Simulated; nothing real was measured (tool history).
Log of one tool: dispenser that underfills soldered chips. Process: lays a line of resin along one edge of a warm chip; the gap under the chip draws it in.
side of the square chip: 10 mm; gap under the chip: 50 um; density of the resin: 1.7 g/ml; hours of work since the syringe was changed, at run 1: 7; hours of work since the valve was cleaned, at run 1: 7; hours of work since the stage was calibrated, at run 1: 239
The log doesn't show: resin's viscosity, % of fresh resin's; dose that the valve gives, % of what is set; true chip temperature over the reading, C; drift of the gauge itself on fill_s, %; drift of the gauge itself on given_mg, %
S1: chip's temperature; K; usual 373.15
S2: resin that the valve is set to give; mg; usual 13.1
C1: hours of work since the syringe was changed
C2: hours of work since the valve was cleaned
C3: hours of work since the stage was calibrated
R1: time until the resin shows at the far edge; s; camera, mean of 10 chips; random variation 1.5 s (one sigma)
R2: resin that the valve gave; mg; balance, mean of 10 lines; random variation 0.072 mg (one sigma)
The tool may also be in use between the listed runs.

{"run": 1, "hour": 0.0, "S1": 373.15, "S2": 13.1, "C1": 7, "C2": 7, "C3": 239, "R1": 219.8, "R2": 13.11}
{"hour": 7.6, "done": "new syringe of resin"}
{"run": 2, "hour": 9.6, "S1": 373.15, "S2": 13.1, "C1": 1, "C2": 13, "C3": 245, "R1": 148.5, "R2": 12.96}
{"run": 3, "hour": 16.7, "S1": 373.15, "S2": 13.1, "C1": 6, "C2": 18, "C3": 250, "R1": 196, "R2": 13.04}
{"hour": 25.6, "done": "new syringe of resin"}
{"run": 4, "hour": 28.3, "S1": 373.15, "S2": 13.1, "C1": 2, "C2": 25, "C3": 257, "R1": 153.8, "R2": 12.85}
{"run": 5, "hour": 37.3, "S1": 368.15, "S2": 13.1, "C1": 8, "C2": 31, "C3": 263, "R1": 260.7, "R2": 12.87}
{"hour": 43.5, "done": "new syringe of resin"}
{"run": 6, "hour": 49.6, "S1": 373.15, "S2": 12.6, "C1": 4, "C2": 39, "C3": 271, "R1": 178.1, "R2": 12.29}
{"hour": 61.4, "done": "new syringe of resin"}
{"run": 7, "hour": 62.8, "S1": 373.15, "S2": 12.6, "C1": 1, "C2": 48, "C3": 279, "R1": 146, "R2": 12.23}
{"run": 8, "hour": 72.6, "S1": 373.15, "S2": 12.6, "C1": 7, "C2": 54, "C3": 286, "R1": 215.4, "R2": 12.16}
{"hour": 80.0, "done": "new syringe of resin"}
{"run": 9, "hour": 80.0, "S1": 373.15, "S2": 12.6, "C1": 0, "C2": 59, "C3": 290, "R1": 142.6, "R2": 12.08}
{"run": 10, "hour": 88.8, "S1": 373.15, "S2": 12.6, "C1": 6, "C2": 65, "C3": 296, "R1": 200.2, "R2": 12.03}
{"hour": 98.0, "done": "new syringe of resin"}
{"run": 11, "hour": 100.6, "S1": 373.15, "S2": 14.7, "C1": 2, "C2": 72, "C3": 304, "R1": 150.8, "R2": 14.02}
{"run": 12, "hour": 108.4, "S1": 373.15, "S2": 14.7, "C1": 7, "C2": 78, "C3": 309, "R1": 210.5, "R2": 14.06}
{"hour": 116.3, "done": "new syringe of resin"}
{"run": 13, "hour": 116.3, "S1": 373.15, "S2": 14.7, "C1": 0, "C2": 83, "C3": 314, "R1": 135.3, "R2": 14.01}
{"run": 14, "hour": 125.0, "S1": 373.15, "S2": 14.7, "C1": 6, "C2": 88, "C3": 320, "R1": 191.5, "R2": 14.06}
{"hour": 134.5, "done": "new syringe of resin"}
{"run": 15, "hour": 139.6, "S1": 373.15, "S2": 14.7, "C1": 3, "C2": 98, "C3": 329, "R1": 168.7, "R2": 13.91}
{"hour": 152.5, "done": "new syringe of resin"}
{"run": 16, "hour": 155.8, "S1": 373.15, "S2": 14.7, "C1": 2, "C2": 108, "C3": 340, "R1": 152.9, "R2": 13.78}
{"run": 17, "hour": 164.5, "S1": 367.15, "S2": 12.9, "C1": 8, "C2": 114, "C3": 345, "R1": 263.2, "R2": 12.08}
{"hour": 171.3, "done": "new syringe of resin"}
{"run": 18, "hour": 175.0, "S1": 367.15, "S2": 12.9, "C1": 2, "C2": 121, "C3": 352, "R1": 193.7, "R2": 11.95}
{"hour": 186.9, "done": "dispensing valve cleaned and set on the balance"}
{"hour": 190.3, "done": "new syringe of resin"}
{"run": 19, "hour": 191.5, "S1": 375.15, "S2": 11.2, "C1": 1, "C2": 3, "C3": 362, "R1": 138.7, "R2": 11.18}
{"run": 20, "hour": 202.0, "S1": 375.15, "S2": 15.5, "C1": 8, "C2": 10, "C3": 369, "R1": 202.6, "R2": 15.36}
{"hour": 208.7, "done": "new syringe of resin"}
{"run": 21, "hour": 213.8, "S1": 375.15, "S2": 15.5, "C1": 3, "C2": 17, "C3": 377, "R1": 154.5, "R2": 15.29}
{"hour": 227.3, "done": "new syringe of resin"}
{"run": 22, "hour": 229.5, "S1": 380.15, "S2": 15.5, "C1": 1, "C2": 28, "C3": 387, "R1": 118.3, "R2": 15.15}
{"run": 23, "hour": 240.2, "S1": 376.15, "S2": 16, "C1": 9, "C2": 35, "C3": 394, "R1": 204.8, "R2": 15.78}
{"hour": 246.1, "done": "new syringe of resin"}
{"run": 24, "hour": 247.9, "S1": 376.15, "S2": 16, "C1": 1, "C2": 39, "C3": 399, "R1": 130.1, "R2": 15.52}
{"run": 25, "hour": 260.7, "S1": 367.15, "S2": 12.5, "C1": 10, "C2": 48, "C3": 407, "R1": 287, "R2": 12.16}
{"hour": 264.5, "done": "new syringe of resin"}
{"run": 26, "hour": 270.5, "S1": 371.15, "S2": 14.3, "C1": 4, "C2": 54, "C3": 413, "R1": 179.3, "R2": 13.75}
{"hour": 282.9, "done": "new syringe of resin"}
{"run": 27, "hour": 284.1, "S1": 371.15, "S2": 14.3, "C1": 1, "C2": 63, "C3": 422, "R1": 148.4, "R2": 13.75}
{"run": 28, "hour": 294.0, "S1": 371.15, "S2": 14.3, "C1": 7, "C2": 69, "C3": 429, "R1": 217, "R2": 13.72}
{"hour": 301.1, "done": "new syringe of resin"}
{"run": 29, "hour": 307.2, "S1": 377.15, "S2": 11.8, "C1": 4, "C2": 78, "C3": 437, "R1": 154, "R2": 11.23}

5 ways to go on from here, each from the tool as it stands after run 29. What would each give?
{"hour": 320.5, "done": "new syringe of resin"}
{"run": "A", "hour": 322.6, "S1": 380.15, "S2": 12.4, "C1": 1, "C2": 88, "C3": 447, "R1": "?", "R2": "?"}
{"hour": 320.5, "done": "new syringe of resin"}
{"run": "B", "hour": 322.6, "S1": 378.15, "S2": 11.9, "C1": 1, "C2": 88, "C3": 447, "R1": "?", "R2": "?"}
{"hour": 320.5, "done": "new syringe of resin"}
{"run": "C", "hour": 322.6, "S1": 377.15, "S2": 12.5, "C1": 1, "C2": 88, "C3": 447, "R1": "?", "R2": "?"}
{"hour": 320.5, "done": "new syringe of resin"}
{"run": "D", "hour": 322.6, "S1": 377.15, "S2": 16.6, "C1": 1, "C2": 88, "C3": 447, "R1": "?", "R2": "?"}
{"hour": 320.5, "done": "new syringe of resin"}
{"run": "E", "hour": 322.6, "S1": 373.15, "S2": 15.6, "C1": 1, "C2": 88, "C3": 447, "R1": "?", "R2": "?"}

run=A R1=118.6 R2=11.67
run=B R1=129.6 R2=11.35
run=C R1=128.5 R2=11.91
run=D R1=123 R2=15.67
run=E R1=142.5 R2=14.78
Without the tool's hidden state the same runs would have given:
run=A R1=119.7 R2=12.32
run=B R1=130.7 R2=11.98
run=C R1=130 R2=12.57
run=D R1=125.4 R2=16.54
run=E R1=145.4 R2=15.6
